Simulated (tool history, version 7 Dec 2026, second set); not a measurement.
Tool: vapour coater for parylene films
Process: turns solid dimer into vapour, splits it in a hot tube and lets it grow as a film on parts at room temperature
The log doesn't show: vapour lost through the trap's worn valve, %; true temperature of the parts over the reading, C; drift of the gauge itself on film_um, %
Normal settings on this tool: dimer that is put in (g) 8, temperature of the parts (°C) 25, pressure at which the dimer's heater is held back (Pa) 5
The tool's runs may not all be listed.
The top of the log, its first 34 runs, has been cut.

run   hour  dimer that is put in (g)  temperature of the parts (°C)  pressure at which the dimer's heater is held back (Pa)  hours of work since the trap's valve was overhauled  hours of work since the table's thermometer was calibrated  thickness of the film (µm)
 35  619.2                         8                             29                                                       5                                                  116                                                         527                        4.62
 36  632.6                         4                             23                                                       5                                                  124                                                         536                        2.97
 37  655.9                         4                             23                                                       5                                                  139                                                         551                        2.91
 38  677.6                         4                             23                                                       5                                                  153                                                         565                        2.94
 39  700.4                         4                             23                                                       5                                                  168                                                         579                        2.91
 40  716.6                         4                             23                                                       5                                                  178                                                         590                        2.87
 41    743                         8                             32                                                    5.21                                                  195                                                         606                         3.8
 42  765.9                         5                             37                                                     7.5                                                  210                                                         621                        1.81
 43  777.9                        10                             23                                                    9.83                                                  217                                                         629                        6.45
 44  805.9                        11                             21                                                    3.69                                                  235                                                         647                        8.54
 45  827.8                         8                             25                                                    7.74                                                  249                                                         661                        4.77
     838.9  -- trap's valve overhauled
 46  858.3                         4                             17                                                    9.61                                                   12                                                         678                        3.79
 47    880                         3                             25                                                    5.67                                                   26                                                         692                        2.12
 48  895.5                         4                             17                                                   11.48                                                   36                                                         702                         3.7

Here are 3 independent what-if runs from the current tool condition. What would each one return?
  A  921.3                         3                             33                                                   11.48                                                   53                                                         718                           ?
  B  921.3                         5                             23                                                       5                                                   53                                                         718                           ?
  C  921.3                        11                             23                                                   11.48                                                   53                                                         718                           ?

run  thickness of the film (µm)
  A                        1.34
  B                        3.82
  C                         7.6
With the hidden condition removed and each run's random variation left untouched, the same runs would have given:
run  thickness of the film (µm)
  A                         1.4
  B                        4.01
  C                        7.98

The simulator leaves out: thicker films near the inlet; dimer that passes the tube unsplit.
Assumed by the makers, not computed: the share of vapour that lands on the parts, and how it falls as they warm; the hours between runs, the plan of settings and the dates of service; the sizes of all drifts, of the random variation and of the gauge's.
